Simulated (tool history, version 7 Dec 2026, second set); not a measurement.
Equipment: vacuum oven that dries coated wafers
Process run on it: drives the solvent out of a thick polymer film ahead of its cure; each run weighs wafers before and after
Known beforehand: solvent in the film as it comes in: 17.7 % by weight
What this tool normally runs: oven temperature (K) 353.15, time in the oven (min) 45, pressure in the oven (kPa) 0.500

{"run": 1, "hour": 0.0, "oven temperature (K)": 353.15, "time in the oven (min)": 45, "pressure in the oven (kPa)": 0.5, "solvent left in the film (%)": 0.84}
{"run": 2, "hour": 19.2, "oven temperature (K)": 350.15, "time in the oven (min)": 45, "pressure in the oven (kPa)": 0.5, "solvent left in the film (%)": 1.455}
{"run": 3, "hour": 34.4, "oven temperature (K)": 350.15, "time in the oven (min)": 45, "pressure in the oven (kPa)": 0.5, "solvent left in the film (%)": 1.44}
{"run": 4, "hour": 52.9, "oven temperature (K)": 350.15, "time in the oven (min)": 45, "pressure in the oven (kPa)": 0.5, "solvent left in the film (%)": 1.47}
{"run": 5, "hour": 73.8, "oven temperature (K)": 350.15, "time in the oven (min)": 45, "pressure in the oven (kPa)": 0.5, "solvent left in the film (%)": 1.453}
{"run": 6, "hour": 88.3, "oven temperature (K)": 353.15, "time in the oven (min)": 45, "pressure in the oven (kPa)": 0.378, "solvent left in the film (%)": 0.8}
{"run": 7, "hour": 101.8, "oven temperature (K)": 353.15, "time in the oven (min)": 45, "pressure in the oven (kPa)": 0.378, "solvent left in the film (%)": 0.799}
{"run": 8, "hour": 114.2, "oven temperature (K)": 353.15, "time in the oven (min)": 45, "pressure in the oven (kPa)": 0.378, "solvent left in the film (%)": 0.785}
{"run": 9, "hour": 131.6, "oven temperature (K)": 347.15, "time in the oven (min)": 45, "pressure in the oven (kPa)": 0.5, "solvent left in the film (%)": 2.329}
{"run": 10, "hour": 148.7, "oven temperature (K)": 362.15, "time in the oven (min)": 45, "pressure in the oven (kPa)": 0.5, "solvent left in the film (%)": 0.121}
{"run": 11, "hour": 171.6, "oven temperature (K)": 362.15, "time in the oven (min)": 45, "pressure in the oven (kPa)": 0.5, "solvent left in the film (%)": 0.122}
{"run": 12, "hour": 186.7, "oven temperature (K)": 362.15, "time in the oven (min)": 45, "pressure in the oven (kPa)": 0.5, "solvent left in the film (%)": 0.104}
{"run": 13, "hour": 196.9, "oven temperature (K)": 362.15, "time in the oven (min)": 45, "pressure in the oven (kPa)": 0.5, "solvent left in the film (%)": 0.106}
{"run": 14, "hour": 220.1, "oven temperature (K)": 353.15, "time in the oven (min)": 36, "pressure in the oven (kPa)": 0.771, "solvent left in the film (%)": 1.459}
{"run": 15, "hour": 241.1, "oven temperature (K)": 365.15, "time in the oven (min)": 30, "pressure in the oven (kPa)": 0.628, "solvent left in the film (%)": 0.174}
{"run": 16, "hour": 253.4, "oven temperature (K)": 352.15, "time in the oven (min)": 45, "pressure in the oven (kPa)": 0.5, "solvent left in the film (%)": 1.013}
{"run": 17, "hour": 273.5, "oven temperature (K)": 362.15, "time in the oven (min)": 76, "pressure in the oven (kPa)": 0.744, "solvent left in the film (%)": 0.11}
{"run": 18, "hour": 292.6, "oven temperature (K)": 349.15, "time in the oven (min)": 57, "pressure in the oven (kPa)": 0.527, "solvent left in the film (%)": 1.032}
{"run": 19, "hour": 306.8, "oven temperature (K)": 358.15, "time in the oven (min)": 65, "pressure in the oven (kPa)": 1.46, "solvent left in the film (%)": 0.288}
{"run": 20, "hour": 330.4, "oven temperature (K)": 360.15, "time in the oven (min)": 46, "pressure in the oven (kPa)": 1.46, "solvent left in the film (%)": 0.312}
{"run": 21, "hour": 348.2, "oven temperature (K)": 360.15, "time in the oven (min)": 46, "pressure in the oven (kPa)": 1.46, "solvent left in the film (%)": 0.303}
{"run": 22, "hour": 359.1, "oven temperature (K)": 362.15, "time in the oven (min)": 31, "pressure in the oven (kPa)": 0.5, "solvent left in the film (%)": 0.303}
{"run": 23, "hour": 372.1, "oven temperature (K)": 352.15, "time in the oven (min)": 34, "pressure in the oven (kPa)": 0.899, "solvent left in the film (%)": 1.938}
{"run": 24, "hour": 385.0, "oven temperature (K)": 361.15, "time in the oven (min)": 60, "pressure in the oven (kPa)": 0.5, "solvent left in the film (%)": 0.086}
{"run": 25, "hour": 403.1, "oven temperature (K)": 344.15, "time in the oven (min)": 45, "pressure in the oven (kPa)": 1.074, "solvent left in the film (%)": 3.612}

5 options for the next run, each taken on its own from the tool as it stands now. Forecast them:
{"run": "A", "hour": 425.5, "oven temperature (K)": 359.15, "time in the oven (min)": 24, "pressure in the oven (kPa)": 1.09, "solvent left in the film (%)": "?"}
{"run": "B", "hour": 425.5, "oven temperature (K)": 359.15, "time in the oven (min)": 40, "pressure in the oven (kPa)": 0.325, "solvent left in the film (%)": "?"}
{"run": "C", "hour": 425.5, "oven temperature (K)": 344.15, "time in the oven (min)": 73, "pressure in the oven (kPa)": 0.489, "solvent left in the film (%)": "?"}
{"run": "D", "hour": 425.5, "oven temperature (K)": 344.15, "time in the oven (min)": 56, "pressure in the oven (kPa)": 0.867, "solvent left in the film (%)": "?"}
{"run": "E", "hour": 425.5, "oven temperature (K)": 356.15, "time in the oven (min)": 68, "pressure in the oven (kPa)": 0.34, "solvent left in the film (%)": "?"}

run=A solvent_left_in_the_film_(%)=1.291
run=B solvent_left_in_the_film_(%)=0.256
run=C solvent_left_in_the_film_(%)=1.503
run=D solvent_left_in_the_film_(%)=2.552
run=E solvent_left_in_the_film_(%)=0.109
Had the tool no hidden state, the same runs would have come out as:
run=A solvent_left_in_the_film_(%)=1.293
run=B solvent_left_in_the_film_(%)=0.257
run=C solvent_left_in_the_film_(%)=1.506
run=D solvent_left_in_the_film_(%)=2.556
run=E solvent_left_in_the_film_(%)=0.110

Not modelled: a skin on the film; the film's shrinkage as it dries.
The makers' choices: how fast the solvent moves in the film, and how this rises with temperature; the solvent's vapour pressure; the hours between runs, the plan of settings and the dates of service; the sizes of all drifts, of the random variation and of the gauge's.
